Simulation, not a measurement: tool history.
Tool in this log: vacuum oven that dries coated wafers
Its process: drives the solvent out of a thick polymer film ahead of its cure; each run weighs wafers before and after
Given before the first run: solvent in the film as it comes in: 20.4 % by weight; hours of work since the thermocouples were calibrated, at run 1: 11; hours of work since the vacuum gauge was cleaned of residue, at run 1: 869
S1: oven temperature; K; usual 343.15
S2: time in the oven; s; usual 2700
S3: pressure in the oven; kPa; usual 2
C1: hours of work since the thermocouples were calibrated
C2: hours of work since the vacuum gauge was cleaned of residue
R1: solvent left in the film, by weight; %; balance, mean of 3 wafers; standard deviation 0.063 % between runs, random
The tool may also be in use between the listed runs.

| run | hour | S1 | S2 | S3 | C1 | C2 | R1 |
|---|---|---|---|---|---|---|---|
| 1 | 0 | 343.15 | 2700 | 2 | 11 | 869 | 4.23 |
| 2 | 35.3 | 343.15 | 2700 | 2 | 33 | 891 | 4.17 |
| 3 | 61.3 | 343.15 | 2700 | 2 | 49 | 908 | 4.26 |
| 4 | 97.3 | 343.15 | 2700 | 6.84 | 72 | 930 | 9.15 |
| 5 | 127.2 | 343.15 | 2700 | 2 | 91 | 949 | 4.32 |
| 6 | 180.9 | 330.15 | 4800 | 2.79 | 124 | 983 | 8.25 |
| 7 | 231.7 | 330.15 | 4800 | 2.79 | 156 | 1015 | 8.32 |
| 8 | 262 | 341.15 | 1620 | 1.31 | 175 | 1034 | 6.82 |
| 9 | 291.5 | 356.15 | 3900 | 1.28 | 194 | 1052 | 1.17 |
| 10 | 330.9 | 343.15 | 2580 | 2.45 | 218 | 1077 | 4.89 |

Alternative continuations, all from the tool just after run 10; predict every row:
| A | 366 | 336.15 | 2460 | 6.4 | 240 | 1099 | ? |
| B | 366 | 339.15 | 3660 | 1.43 | 240 | 1099 | ? |
| C | 366 | 340.15 | 1440 | 2.4 | 240 | 1099 | ? |

| run | R1 |
|---|---|
| A | 12.81 |
| B | 3.9 |
| C | 8.78 |
What these runs would have given with no unlogged condition in the tool:
| run | R1 |
|---|---|
| A | 12.23 |
| B | 3.32 |
| C | 8.35 |
